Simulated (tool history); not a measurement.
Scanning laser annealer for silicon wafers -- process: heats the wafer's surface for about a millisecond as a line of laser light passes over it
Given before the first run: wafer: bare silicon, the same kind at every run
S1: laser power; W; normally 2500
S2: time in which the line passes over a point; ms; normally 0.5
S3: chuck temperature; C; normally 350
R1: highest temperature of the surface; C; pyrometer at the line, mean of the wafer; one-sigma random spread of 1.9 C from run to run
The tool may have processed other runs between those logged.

| run | day | S1 | S2 | S3 | R1 |
|---|---|---|---|---|---|
| 1 | 0 | 2500 | 0.5 | 350 | 1139 |
| 2 | 2.05 | 2500 | 0.5 | 350 | 1137 |
|  | 4.488 | window over the wafer cleaned |
| 3 | 4.488 | 2500 | 0.5 | 350 | 1180 |
| 4 | 6.383 | 2500 | 0.5 | 350 | 1173 |
| 5 | 7.8 | 2500 | 0.5 | 360 | 1184 |
| 6 | 9.162 | 2500 | 0.5 | 360 | 1183 |
| 7 | 10.488 | 2500 | 0.5 | 360 | 1181 |
| 8 | 12.583 | 2500 | 0.5 | 360 | 1179 |
| 9 | 14.612 | 2500 | 0.5 | 350 | 1165 |
| 10 | 16.779 | 2500 | 0.5 | 350 | 1163 |
| 11 | 18.983 | 2500 | 0.396 | 350 | 1067 |
| 12 | 21.354 | 2500 | 0.396 | 350 | 1063 |
| 13 | 23.796 | 2500 | 0.5 | 358 | 1162 |
| 14 | 25.104 | 2500 | 0.5 | 358 | 1159 |
| 15 | 26.825 | 2500 | 0.5 | 358 | 1161 |
| 16 | 28.271 | 2500 | 0.5 | 350 | 1150 |
| 17 | 30.725 | 2720 | 0.536 | 350 | 1267 |
| 18 | 32.162 | 2500 | 0.364 | 350 | 1022 |
| 19 | 34.275 | 2518 | 0.501 | 368 | 1163 |

Forecast run 20:
| 20 | 35.312 | 2665 | 0.521 | 368 | ? |

Run 20 yielded R1 1239 C.
Minus the tool's unlogged condition, the same run would have read R1 1305 C.
